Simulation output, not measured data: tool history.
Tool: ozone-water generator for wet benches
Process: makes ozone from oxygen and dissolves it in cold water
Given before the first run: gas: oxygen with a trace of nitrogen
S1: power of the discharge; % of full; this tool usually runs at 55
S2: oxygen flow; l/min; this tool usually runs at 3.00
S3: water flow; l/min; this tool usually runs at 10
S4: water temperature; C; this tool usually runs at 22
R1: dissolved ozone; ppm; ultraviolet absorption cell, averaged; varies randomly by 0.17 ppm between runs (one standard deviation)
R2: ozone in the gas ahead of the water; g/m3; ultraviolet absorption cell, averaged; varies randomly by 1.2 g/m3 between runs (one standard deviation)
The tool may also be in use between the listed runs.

Run 1, hour 0.0: usual settings. Result: R1 23.3 ppm, R2 208.1 g/m3.
Run 2, hour 21.4: usual settings. Result: R1 23.6 ppm, R2 209.2 g/m3.
Run 3, hour 54.0: usual settings. Result: R1 23.4 ppm, R2 209.8 g/m3.
Run 4, hour 90.3: usual settings. Result: R1 23.5 ppm, R2 212.5 g/m3.
Run 5, hour 114.5: usual settings. Result: R1 23.6 ppm, R2 210.3 g/m3.
Run 6, hour 138.4: usual settings. Result: R1 23.1 ppm, R2 211.0 g/m3.
Run 7, hour 161.3: usual settings. Result: R1 23.3 ppm, R2 209.4 g/m3.
Run 8, hour 184.9: usual settings. Result: R1 23.5 ppm, R2 212.9 g/m3.
Run 9, hour 218.8: usual settings. Result: R1 23.2 ppm, R2 210.8 g/m3.
Run 10, hour 245.5: usual settings. Result: R1 23.5 ppm, R2 211.7 g/m3.
Run 11, hour 263.1: usual settings. Result: R1 23.4 ppm, R2 211.0 g/m3.
Run 12, hour 298.8: usual settings. Result: R1 23.3 ppm, R2 211.7 g/m3.
Run 13, hour 318.1: usual settings. Result: R1 23.5 ppm, R2 211.3 g/m3.
Run 14, hour 334.6: usual settings. Result: R1 23.4 ppm, R2 212.1 g/m3.
Run 15, hour 368.3: usual settings. Result: R1 23.3 ppm, R2 213.5 g/m3.
Run 16, hour 402.6: usual settings but S2 4.23 l/min. Result: R1 24.2 ppm, R2 188.4 g/m3.
Run 17, hour 422.7: usual settings but S2 1.84 l/min, S3 6 l/min. Result: R1 32.0 ppm, R2 250.7 g/m3.
Run 18, hour 447.3: usual settings but S1 64 % of full, S2 3.51 l/min, S3 7 l/min. Result: R1 34.0 ppm, R2 229.8 g/m3.
Run 19, hour 468.4: usual settings but S1 64 % of full, S2 4.31 l/min, S3 7 l/min, S4 23 C. Result: R1 33.5 ppm, R2 212.5 g/m3.
Run 20, hour 500.6: usual settings but S1 64 % of full, S2 4.31 l/min, S3 7 l/min, S4 23 C. Result: R1 33.1 ppm, R2 211.1 g/m3.
Run 21, hour 522.7: usual settings but S1 64 % of full, S2 4.31 l/min, S3 7 l/min, S4 23 C. Result: R1 33.4 ppm, R2 212.1 g/m3.
Run 22, hour 538.3: usual settings but S1 43 % of full, S2 3.40 l/min, S3 9 l/min, S4 14 C. Result: R1 24.6 ppm, R2 168.8 g/m3.

Run 23 comes next. What will it give?
Run 23, hour 574.0: usual settings but S1 43 % of full, S2 3.40 l/min, S3 9 l/min, S4 14 C. Result: R1 ?, R2 ?.

Run 23 yielded R1 24.3 ppm, R2 171.5 g/m3.
If the tool had no hidden condition, the same run with the same run-to-run variation would have returned R1 24.3 ppm, R2 167.6 g/m3.
